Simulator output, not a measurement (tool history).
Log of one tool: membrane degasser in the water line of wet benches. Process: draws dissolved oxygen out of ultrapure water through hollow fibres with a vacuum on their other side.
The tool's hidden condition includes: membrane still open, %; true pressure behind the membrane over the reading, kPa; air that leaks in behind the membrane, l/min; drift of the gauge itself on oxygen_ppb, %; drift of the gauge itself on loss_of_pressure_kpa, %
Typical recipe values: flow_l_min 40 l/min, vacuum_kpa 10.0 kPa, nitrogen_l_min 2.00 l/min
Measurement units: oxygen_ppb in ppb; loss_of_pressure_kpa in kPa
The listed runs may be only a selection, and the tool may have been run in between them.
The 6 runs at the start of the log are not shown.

| run | hour | flow_l_min | vacuum_kpa | nitrogen_l_min | hours since the membrane was changed | hours since the vacuum gauge was calibrated | hours since the vacuum lines were made tight | oxygen_ppb | loss_of_pressure_kpa |
|---|---|---|---|---|---|---|---|---|---|
| 7 | 637.0 | 40 | 10.0 | 2.00 | 3624 | 126 | 2215 | 377.4 | 49.71 |
| 8 | 744.2 | 34 | 10.0 | 2.00 | 3731 | 233 | 2323 | 327.0 | 42.25 |
| 9 | 876.7 | 34 | 10.0 | 2.00 | 3863 | 366 | 2455 | 324.7 | 41.98 |
| 10 | 1008.4 | 40 | 6.1 | 2.00 | 3995 | 497 | 2587 | 218.5 | 49.76 |
| 11 | 1082.2 | 40 | 6.1 | 2.00 | 4069 | 571 | 2661 | 218.7 | 49.39 |
| 12 | 1173.4 | 40 | 6.1 | 2.00 | 4160 | 662 | 2752 | 218.7 | 49.64 |
| 13 | 1270.8 | 40 | 6.1 | 4.00 | 4258 | 760 | 2849 | 158.0 | 49.27 |
| 14 | 1361.7 | 40 | 6.1 | 4.00 | 4348 | 850 | 2940 | 156.3 | 49.44 |
|  | 1427.4 | vacuum gauge calibrated, once more |
| 15 | 1427.4 | 40 | 6.1 | 4.00 | 4414 | 0 | 3005 | 153.1 | 49.78 |
| 16 | 1564.7 | 40 | 6.1 | 4.00 | 4551 | 137 | 3143 | 154.5 | 49.54 |
| 17 | 1712.8 | 34 | 6.1 | 4.00 | 4699 | 285 | 3291 | 127.7 | 42.29 |
| 18 | 1812.5 | 34 | 6.1 | 4.97 | 4799 | 385 | 3390 | 114.4 | 42.46 |
| 19 | 1903.7 | 40 | 10.0 | 2.63 | 4890 | 476 | 3482 | 314.0 | 49.93 |
| 20 | 1987.4 | 60 | 14.9 | 0.99 | 4974 | 560 | 3565 | 1292.6 | 74.56 |
| 21 | 2080.1 | 25 | 7.3 | 1.64 | 5066 | 653 | 3658 | 182.0 | 31.09 |
| 22 | 2160.6 | 35 | 8.7 | 3.42 | 5147 | 733 | 3739 | 203.1 | 43.87 |
| 23 | 2280.8 | 38 | 10.0 | 0.89 | 5267 | 853 | 3859 | 620.5 | 47.69 |
| 24 | 2421.6 | 35 | 8.2 | 1.51 | 5408 | 994 | 4000 | 316.1 | 43.54 |
| 25 | 2495.3 | 53 | 21.0 | 1.60 | 5482 | 1068 | 4073 | 1204.4 | 66.26 |
| 26 | 2613.8 | 51 | 10.1 | 2.43 | 5600 | 1186 | 4192 | 430.7 | 63.86 |
| 27 | 2711.0 | 40 | 7.3 | 2.00 | 5697 | 1284 | 4289 | 263.8 | 50.00 |
| 28 | 2782.6 | 40 | 16.9 | 3.67 | 5769 | 1355 | 4361 | 429.6 | 49.84 |
| 29 | 2910.9 | 43 | 19.4 | 1.26 | 5897 | 1484 | 4489 | 1108.8 | 53.49 |
| 30 | 3002.1 | 43 | 19.4 | 1.26 | 5988 | 1575 | 4580 | 1105.6 | 53.90 |
| 31 | 3125.4 | 54 | 18.5 | 2.00 | 6112 | 1698 | 4703 | 926.9 | 67.56 |

Forecast each of these 5 alternatives for the next run:
| A | 3210.7 | 37 | 6.1 | 3.02 | 6197 | 1783 | 4789 | ? | ? |
| B | 3210.7 | 34 | 17.9 | 2.00 | 6197 | 1783 | 4789 | ? | ? |
| C | 3210.7 | 45 | 7.2 | 2.41 | 6197 | 1783 | 4789 | ? | ? |
| D | 3210.7 | 25 | 15.1 | 5.68 | 6197 | 1783 | 4789 | ? | ? |
| E | 3210.7 | 40 | 7.0 | 2.00 | 6197 | 1783 | 4789 | ? | ? |

| run | oxygen_ppb | loss_of_pressure_kpa |
|---|---|---|
| A | 162.5 | 46.19 |
| B | 598.7 | 42.48 |
| C | 268.6 | 56.38 |
| D | 167.7 | 31.15 |
| E | 251.5 | 50.10 |
Without the tool's hidden state the same runs would have given:
| run | oxygen_ppb | loss_of_pressure_kpa |
|---|---|---|
| A | 153.1 | 45.13 |
| B | 587.0 | 41.50 |
| C | 256.8 | 55.08 |
| D | 160.7 | 30.43 |
| E | 241.0 | 48.95 |
